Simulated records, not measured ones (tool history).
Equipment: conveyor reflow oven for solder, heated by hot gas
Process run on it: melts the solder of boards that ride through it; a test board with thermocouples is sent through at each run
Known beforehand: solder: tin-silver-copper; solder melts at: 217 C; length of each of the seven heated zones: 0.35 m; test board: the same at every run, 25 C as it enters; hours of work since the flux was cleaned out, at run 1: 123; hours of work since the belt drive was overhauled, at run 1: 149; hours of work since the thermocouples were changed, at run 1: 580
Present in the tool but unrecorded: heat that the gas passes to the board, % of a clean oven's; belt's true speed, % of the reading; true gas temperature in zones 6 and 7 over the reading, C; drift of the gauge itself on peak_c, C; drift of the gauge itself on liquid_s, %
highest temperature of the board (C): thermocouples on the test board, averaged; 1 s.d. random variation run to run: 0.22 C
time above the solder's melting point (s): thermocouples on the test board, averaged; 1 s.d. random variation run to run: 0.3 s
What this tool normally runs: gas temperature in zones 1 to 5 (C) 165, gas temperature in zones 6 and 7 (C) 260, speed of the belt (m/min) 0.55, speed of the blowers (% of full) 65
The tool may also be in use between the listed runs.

run   hour  gas temperature in zones 1 to 5 (C)  gas temperature in zones 6 and 7 (C)  speed of the belt (m/min)  speed of the blowers (% of full)  hours of work since the flux was cleaned out  hours of work since the belt drive was overhauled  hours of work since the thermocouples were changed  highest temperature of the board (C)  time above the solder's melting point (s)
  1      0                                  165                                   260                       0.55                                65                                           123                                                149                                                 580                                 239.1                                       41.7
  2   17.2                                  162                                   260                       0.55                                65                                           134                                                160                                                 592                                 238.5                                       40.4
  3   40.2                                  162                                   260                       0.55                                65                                           149                                                175                                                 607                                   238                                       39.3
  4     60                                  162                                   260                       0.55                                65                                           162                                                188                                                 620                                 238.1                                         39
  5   82.5                                  165                                   260                       0.55                                75                                           177                                                203                                                 635                                 240.9                                       44.3
  6   97.9                                  165                                   260                       0.55                                75                                           187                                                214                                                 645                                   241                                       44.1
  7  119.8                                  160                                   260                       0.55                                75                                           202                                                228                                                 660                                   240                                       41.3
     129.5  -- flux residue cleaned out of gas plates and filters
  8  139.9                                  160                                   260                       0.55                                75                                             7                                                238                                                 670                                 242.7                                       44.6
  9    161                                  160                                   260                       0.55                                75                                            21                                                252                                                 683                                 241.9                                       44.5
 10  175.5                                  160                                   260                       0.55                                75                                            30                                                261                                                 693                                 241.8                                       44.2
 11  191.1                                  160                                   260                       0.55                                75                                            41                                                272                                                 703                                 241.5                                       43.9
 12  213.6                                  160                                   260                       0.55                                75                                            56                                                287                                                 718                                 241.7                                       44.2
 13  231.7                                  160                                   260                       0.55                                75                                            68                                                299                                                 730                                 241.2                                       43.9

Estimate the outcome of run 14 from the log above:
 14  246.2                                  165                                   274                      0.649                                65                                            77                                                308                                                 740                                     ?                                          ?

highest temperature of the board (C): 244.5
time above the solder's melting point (s): 38.3
Take away the tool's hidden state, keep the run-to-run variation as it was, and the same run would have given highest temperature of the board (C) 246.1, time above the solder's melting point (s) 39.3.

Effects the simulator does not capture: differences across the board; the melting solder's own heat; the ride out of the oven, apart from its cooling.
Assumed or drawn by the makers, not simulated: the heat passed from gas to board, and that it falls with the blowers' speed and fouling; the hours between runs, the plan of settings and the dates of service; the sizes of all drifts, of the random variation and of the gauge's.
